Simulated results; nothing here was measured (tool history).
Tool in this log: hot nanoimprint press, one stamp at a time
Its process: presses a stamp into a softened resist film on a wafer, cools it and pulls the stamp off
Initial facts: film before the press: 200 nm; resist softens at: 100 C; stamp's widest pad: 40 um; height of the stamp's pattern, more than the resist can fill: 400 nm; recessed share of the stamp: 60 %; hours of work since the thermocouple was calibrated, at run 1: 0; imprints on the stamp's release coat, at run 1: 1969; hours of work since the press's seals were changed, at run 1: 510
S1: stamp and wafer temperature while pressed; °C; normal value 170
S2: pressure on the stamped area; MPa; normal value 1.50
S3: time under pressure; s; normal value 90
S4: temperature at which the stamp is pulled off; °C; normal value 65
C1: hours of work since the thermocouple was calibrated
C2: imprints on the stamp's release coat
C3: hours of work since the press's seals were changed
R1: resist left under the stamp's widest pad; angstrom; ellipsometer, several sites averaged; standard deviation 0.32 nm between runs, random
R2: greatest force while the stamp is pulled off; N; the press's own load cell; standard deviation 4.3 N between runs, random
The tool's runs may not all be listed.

run	day	S1	S2	S3	S4	C1	C2	C3	R1	R2
1	0.000	170	1.50	90	65	0	1969	510	722	252
# day 1.367: stamp cleaned and given a new release coat
2	3.258	170	1.50	90	65	44	184	553	711	217
3	5.683	170	1.50	90	65	79	421	589	712	220
4	7.579	170	1.50	90	65	107	605	616	712	218
5	9.542	170	1.50	90	65	136	796	645	695	222
6	11.867	170	1.50	90	65	169	1023	679	707	236
7	13.300	170	1.50	90	65	190	1163	700	698	232
8	16.092	170	1.50	90	65	231	1434	741	706	235
9	17.571	170	1.50	90	65	253	1579	762	700	244
# day 19.004: plate thermocouple calibrated
10	19.096	170	1.50	90	65	1	1715	783	685	243
11	20.321	170	1.50	90	65	19	1834	800	685	236
12	22.592	170	1.50	90	65	52	2056	834	681	248
# day 23.112: stamp cleaned and given a new release coat
13	24.788	170	1.50	90	65	81	163	862	682	213
# day 26.079: press's hydraulic seals changed and the load cell set to zero
# day 27.167: plate thermocouple calibrated, once more
14	27.167	170	1.50	90	65	0	350	14	711	215
15	29.046	170	1.50	90	65	27	533	41	713	225
16	31.892	170	2.22	45	65	69	811	83	707	227
17	33.204	170	0.90	90	60	88	939	102	950	244
18	35.629	170	2.18	90	65	123	1175	137	559	242
19	36.892	170	2.18	90	65	142	1298	156	559	239
20	38.408	170	2.18	90	65	164	1446	178	557	248
21	40.921	170	1.30	90	65	201	1690	215	756	244
22	43.175	170	1.30	90	65	234	1910	248	757	249
23	44.775	170	1.30	90	65	257	2066	271	755	253
# day 45.150: stamp cleaned and given a new release coat
# day 46.154: plate thermocouple calibrated
24	47.825	170	1.30	90	65	24	249	310	783	219
25	49.508	170	1.30	90	65	49	412	334	780	227
26	51.017	170	2.15	168	65	71	559	356	458	230
27	52.417	170	1.50	142	58	91	696	377	608	255
28	54.696	170	1.50	142	58	125	918	410	606	245
29	56.946	170	1.50	151	58	157	1137	443	593	261

Alternative continuations, all from the tool just after run 29; predict every row:
A	58.908	158	1.50	151	58	186	1328	472	?	?
B	58.908	170	1.17	90	65	186	1328	472	?	?
C	58.908	181	1.50	74	65	186	1328	472	?	?

run	R1	R2
A	858	264
B	815	235
C	560	234
The same runs, with their run-to-run variation unchanged, on a tool lacking any hidden condition would have given:
run	R1	R2
A	863	234
B	819	209
C	561	208

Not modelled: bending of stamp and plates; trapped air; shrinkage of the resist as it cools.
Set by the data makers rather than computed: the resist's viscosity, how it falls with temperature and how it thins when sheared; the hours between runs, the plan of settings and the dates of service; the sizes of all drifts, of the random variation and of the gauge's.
